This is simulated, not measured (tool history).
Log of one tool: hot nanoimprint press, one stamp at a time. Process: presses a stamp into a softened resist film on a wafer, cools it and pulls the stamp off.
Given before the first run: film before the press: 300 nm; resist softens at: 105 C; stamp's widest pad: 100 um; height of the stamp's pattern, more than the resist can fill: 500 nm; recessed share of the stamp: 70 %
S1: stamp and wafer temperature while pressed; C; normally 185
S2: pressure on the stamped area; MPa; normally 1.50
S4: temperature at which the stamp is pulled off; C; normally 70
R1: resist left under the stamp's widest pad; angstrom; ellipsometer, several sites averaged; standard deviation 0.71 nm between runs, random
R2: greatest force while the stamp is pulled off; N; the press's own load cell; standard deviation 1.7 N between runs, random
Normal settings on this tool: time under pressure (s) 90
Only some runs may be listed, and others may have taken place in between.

{"run": 1, "day": 0.0, "S1": 185, "S2": 1.5, "time under pressure (s)": 90, "S4": 70, "R1": 1219, "R2": 234}
{"run": 2, "day": 0.529, "S1": 185, "S2": 1.5, "time under pressure (s)": 152, "S4": 70, "R1": 988, "R2": 237}
{"run": 3, "day": 0.938, "S1": 185, "S2": 1.5, "time under pressure (s)": 90, "S4": 70, "R1": 1216, "R2": 239}
{"run": 4, "day": 1.421, "S1": 185, "S2": 1.5, "time under pressure (s)": 90, "S4": 70, "R1": 1220, "R2": 237}
{"run": 5, "day": 1.9, "S1": 185, "S2": 1.5, "time under pressure (s)": 90, "S4": 70, "R1": 1205, "R2": 239}
{"run": 6, "day": 2.229, "S1": 185, "S2": 1.01, "time under pressure (s)": 90, "S4": 70, "R1": 1476, "R2": 237}
{"run": 7, "day": 2.458, "S1": 185, "S2": 1.5, "time under pressure (s)": 90, "S4": 70, "R1": 1222, "R2": 240}
{"day": 2.754, "done": "stamp cleaned and given a new release coat"}
{"run": 8, "day": 3.062, "S1": 185, "S2": 1.5, "time under pressure (s)": 96, "S4": 70, "R1": 1187, "R2": 228}
{"run": 9, "day": 3.392, "S1": 185, "S2": 1.5, "time under pressure (s)": 96, "S4": 70, "R1": 1177, "R2": 230}
{"run": 10, "day": 3.779, "S1": 185, "S2": 1.5, "time under pressure (s)": 96, "S4": 70, "R1": 1187, "R2": 233}
{"run": 11, "day": 4.142, "S1": 185, "S2": 1.31, "time under pressure (s)": 90, "S4": 70, "R1": 1311, "R2": 233}
{"run": 12, "day": 4.492, "S1": 185, "S2": 1.69, "time under pressure (s)": 90, "S4": 70, "R1": 1138, "R2": 233}
{"run": 13, "day": 5.042, "S1": 185, "S2": 1.69, "time under pressure (s)": 90, "S4": 70, "R1": 1143, "R2": 231}
{"run": 14, "day": 5.521, "S1": 185, "S2": 1.69, "time under pressure (s)": 90, "S4": 70, "R1": 1140, "R2": 238}
{"run": 15, "day": 5.921, "S1": 185, "S2": 1.69, "time under pressure (s)": 88, "S4": 59, "R1": 1164, "R2": 280}
{"run": 16, "day": 6.233, "S1": 185, "S2": 1.71, "time under pressure (s)": 88, "S4": 72, "R1": 1152, "R2": 234}
{"run": 17, "day": 6.654, "S1": 185, "S2": 1.89, "time under pressure (s)": 90, "S4": 58, "R1": 1086, "R2": 291}
{"run": 18, "day": 7.175, "S1": 185, "S2": 1.89, "time under pressure (s)": 90, "S4": 58, "R1": 1095, "R2": 291}
{"run": 19, "day": 7.475, "S1": 175, "S2": 1.5, "time under pressure (s)": 101, "S4": 70, "R1": 1505, "R2": 243}
{"day": 8.054, "done": "stamp cleaned and given a new release coat"}
{"run": 20, "day": 8.121, "S1": 179, "S2": 1.5, "time under pressure (s)": 90, "S4": 70, "R1": 1414, "R2": 229}

Expected results for the next run?
{"run": 21, "day": 8.354, "S1": 179, "S2": 1.5, "time under pressure (s)": 90, "S4": 70, "R1": "?", "R2": "?"}

R1: 1422 angstrom
R2: 229 N
If the tool had no hidden condition, the same run with the same run-to-run variation would have returned R1 1380 angstrom, R2 225 N.
